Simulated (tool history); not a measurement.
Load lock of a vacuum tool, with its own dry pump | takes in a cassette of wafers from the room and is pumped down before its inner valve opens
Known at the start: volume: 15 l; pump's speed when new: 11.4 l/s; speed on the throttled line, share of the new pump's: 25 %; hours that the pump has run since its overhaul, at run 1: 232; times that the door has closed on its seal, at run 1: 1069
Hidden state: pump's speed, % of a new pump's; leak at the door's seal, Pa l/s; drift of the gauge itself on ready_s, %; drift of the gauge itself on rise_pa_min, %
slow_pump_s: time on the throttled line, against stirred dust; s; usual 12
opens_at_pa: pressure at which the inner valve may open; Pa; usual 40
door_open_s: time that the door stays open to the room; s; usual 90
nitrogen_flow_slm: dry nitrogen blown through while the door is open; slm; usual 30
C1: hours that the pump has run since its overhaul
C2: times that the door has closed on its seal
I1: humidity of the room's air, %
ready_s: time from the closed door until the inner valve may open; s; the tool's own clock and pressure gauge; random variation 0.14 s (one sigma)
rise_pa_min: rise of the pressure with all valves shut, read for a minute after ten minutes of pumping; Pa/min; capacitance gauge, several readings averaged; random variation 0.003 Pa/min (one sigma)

{"run": 1, "hour": 0.0, "slow_pump_s": 12, "opens_at_pa": 40, "door_open_s": 90, "nitrogen_flow_slm": 30, "C1": 232, "C2": 1069, "I1": 45.4, "ready_s": 19.4, "rise_pa_min": 0.061}
{"run": 2, "hour": 443.5, "slow_pump_s": 12, "opens_at_pa": 40, "door_open_s": 90, "nitrogen_flow_slm": 30, "C1": 675, "C2": 3117, "I1": 44.1, "ready_s": 19.6, "rise_pa_min": 0.054}
{"run": 3, "hour": 906.4, "slow_pump_s": 12, "opens_at_pa": 40, "door_open_s": 90, "nitrogen_flow_slm": 30, "C1": 1138, "C2": 5256, "I1": 44.6, "ready_s": 19.3, "rise_pa_min": 0.067}
{"run": 4, "hour": 1351.8, "slow_pump_s": 12, "opens_at_pa": 40, "door_open_s": 70, "nitrogen_flow_slm": 30, "C1": 1583, "C2": 7313, "I1": 44.0, "ready_s": 19.7, "rise_pa_min": 0.062}
{"run": 5, "hour": 1619.4, "slow_pump_s": 12, "opens_at_pa": 40, "door_open_s": 70, "nitrogen_flow_slm": 30, "C1": 1851, "C2": 8549, "I1": 46.6, "ready_s": 19.4, "rise_pa_min": 0.062}
{"run": 6, "hour": 1827.7, "slow_pump_s": 12, "opens_at_pa": 40, "door_open_s": 70, "nitrogen_flow_slm": 30, "C1": 2059, "C2": 9511, "I1": 45.1, "ready_s": 19.4, "rise_pa_min": 0.068}
{"run": 7, "hour": 2057.0, "slow_pump_s": 12, "opens_at_pa": 40, "door_open_s": 70, "nitrogen_flow_slm": 30, "C1": 2289, "C2": 10569, "I1": 45.9, "ready_s": 19.5, "rise_pa_min": 0.073}
{"run": 8, "hour": 2261.4, "slow_pump_s": 12, "opens_at_pa": 40, "door_open_s": 70, "nitrogen_flow_slm": 30, "C1": 2493, "C2": 11513, "I1": 45.5, "ready_s": 19.5, "rise_pa_min": 0.072}
{"run": 9, "hour": 2590.7, "slow_pump_s": 12, "opens_at_pa": 40, "door_open_s": 70, "nitrogen_flow_slm": 30, "C1": 2822, "C2": 13035, "I1": 45.8, "ready_s": 19.4, "rise_pa_min": 0.075}
{"run": 10, "hour": 2964.2, "slow_pump_s": 12, "opens_at_pa": 40, "door_open_s": 70, "nitrogen_flow_slm": 30, "C1": 3196, "C2": 14759, "I1": 47.4, "ready_s": 19.5, "rise_pa_min": 0.08}
{"run": 11, "hour": 3251.0, "slow_pump_s": 12, "opens_at_pa": 40, "door_open_s": 90, "nitrogen_flow_slm": 30, "C1": 3483, "C2": 16084, "I1": 43.8, "ready_s": 19.7, "rise_pa_min": 0.085}
{"run": 12, "hour": 3466.9, "slow_pump_s": 12, "opens_at_pa": 40, "door_open_s": 90, "nitrogen_flow_slm": 30, "C1": 3698, "C2": 17081, "I1": 44.7, "ready_s": 19.7, "rise_pa_min": 0.082}
{"run": 13, "hour": 3774.2, "slow_pump_s": 12, "opens_at_pa": 40, "door_open_s": 90, "nitrogen_flow_slm": 30, "C1": 4006, "C2": 18501, "I1": 41.6, "ready_s": 19.5, "rise_pa_min": 0.091}
{"run": 14, "hour": 4140.6, "slow_pump_s": 12, "opens_at_pa": 40, "door_open_s": 90, "nitrogen_flow_slm": 30, "C1": 4372, "C2": 20193, "I1": 45.9, "ready_s": 19.7, "rise_pa_min": 0.095}
{"run": 15, "hour": 4409.2, "slow_pump_s": 12, "opens_at_pa": 40, "door_open_s": 90, "nitrogen_flow_slm": 11, "C1": 4641, "C2": 21433, "I1": 43.5, "ready_s": 19.4, "rise_pa_min": 0.113}
{"run": 16, "hour": 4656.4, "slow_pump_s": 12, "opens_at_pa": 40, "door_open_s": 90, "nitrogen_flow_slm": 8, "C1": 4888, "C2": 22575, "I1": 46.3, "ready_s": 19.7, "rise_pa_min": 0.124}
{"run": 17, "hour": 4857.9, "slow_pump_s": 12, "opens_at_pa": 40, "door_open_s": 90, "nitrogen_flow_slm": 8, "C1": 5089, "C2": 23505, "I1": 43.8, "ready_s": 19.8, "rise_pa_min": 0.127}
{"run": 18, "hour": 5320.2, "slow_pump_s": 12, "opens_at_pa": 40, "door_open_s": 90, "nitrogen_flow_slm": 30, "C1": 5552, "C2": 25641, "I1": 44.6, "ready_s": 19.5, "rise_pa_min": 0.106}
{"run": 19, "hour": 5749.0, "slow_pump_s": 12, "opens_at_pa": 40, "door_open_s": 90, "nitrogen_flow_slm": 30, "C1": 5981, "C2": 27621, "I1": 44.2, "ready_s": 19.7, "rise_pa_min": 0.111}
{"run": 20, "hour": 6059.9, "slow_pump_s": 23, "opens_at_pa": 71, "door_open_s": 219, "nitrogen_flow_slm": 8, "C1": 6292, "C2": 29057, "I1": 49.2, "ready_s": 27.0, "rise_pa_min": 0.178}
{"run": 21, "hour": 6433.6, "slow_pump_s": 23, "opens_at_pa": 71, "door_open_s": 219, "nitrogen_flow_slm": 8, "C1": 6665, "C2": 30783, "I1": 45.2, "ready_s": 26.9, "rise_pa_min": 0.181}
{"run": 22, "hour": 6788.8, "slow_pump_s": 9, "opens_at_pa": 71, "door_open_s": 139, "nitrogen_flow_slm": 8, "C1": 7020, "C2": 32423, "I1": 44.5, "ready_s": 16.6, "rise_pa_min": 0.166}
{"run": 23, "hour": 7202.2, "slow_pump_s": 8, "opens_at_pa": 33, "door_open_s": 90, "nitrogen_flow_slm": 8, "C1": 7434, "C2": 34332, "I1": 44.0, "ready_s": 17.0, "rise_pa_min": 0.147}
{"run": 24, "hour": 7529.1, "slow_pump_s": 9, "opens_at_pa": 42, "door_open_s": 90, "nitrogen_flow_slm": 8, "C1": 7761, "C2": 35842, "I1": 44.2, "ready_s": 17.6, "rise_pa_min": 0.166}
{"run": 25, "hour": 7982.1, "slow_pump_s": 9, "opens_at_pa": 42, "door_open_s": 90, "nitrogen_flow_slm": 8, "C1": 8214, "C2": 37935, "I1": 45.5, "ready_s": 17.6, "rise_pa_min": 0.171}
{"run": 26, "hour": 8217.9, "slow_pump_s": 9, "opens_at_pa": 42, "door_open_s": 90, "nitrogen_flow_slm": 8, "C1": 8449, "C2": 39024, "I1": 46.2, "ready_s": 17.5, "rise_pa_min": 0.175}
{"run": 27, "hour": 8645.5, "slow_pump_s": 12, "opens_at_pa": 76, "door_open_s": 90, "nitrogen_flow_slm": 30, "C1": 8877, "C2": 40999, "I1": 47.6, "ready_s": 19.1, "rise_pa_min": 0.153}
{"run": 28, "hour": 9063.2, "slow_pump_s": 12, "opens_at_pa": 76, "door_open_s": 90, "nitrogen_flow_slm": 30, "C1": 9295, "C2": 42928, "I1": 41.2, "ready_s": 19.0, "rise_pa_min": 0.157}
{"run": 29, "hour": 9302.0, "slow_pump_s": 12, "opens_at_pa": 76, "door_open_s": 90, "nitrogen_flow_slm": 30, "C1": 9534, "C2": 44030, "I1": 45.8, "ready_s": 19.2, "rise_pa_min": 0.166}

Run 30 comes next. What will it give?
{"run": 30, "hour": 9745.3, "slow_pump_s": 12, "opens_at_pa": 76, "door_open_s": 90, "nitrogen_flow_slm": 30, "C1": 9977, "C2": 46078, "I1": 43.9, "ready_s": "?", "rise_pa_min": "?"}

Run 30 gave ready_s 19.0 s, rise_pa_min 0.177 Pa/min.
Without the tool's hidden state the same run would have given ready_s 18.4 s, rise_pa_min 0.059 Pa/min.

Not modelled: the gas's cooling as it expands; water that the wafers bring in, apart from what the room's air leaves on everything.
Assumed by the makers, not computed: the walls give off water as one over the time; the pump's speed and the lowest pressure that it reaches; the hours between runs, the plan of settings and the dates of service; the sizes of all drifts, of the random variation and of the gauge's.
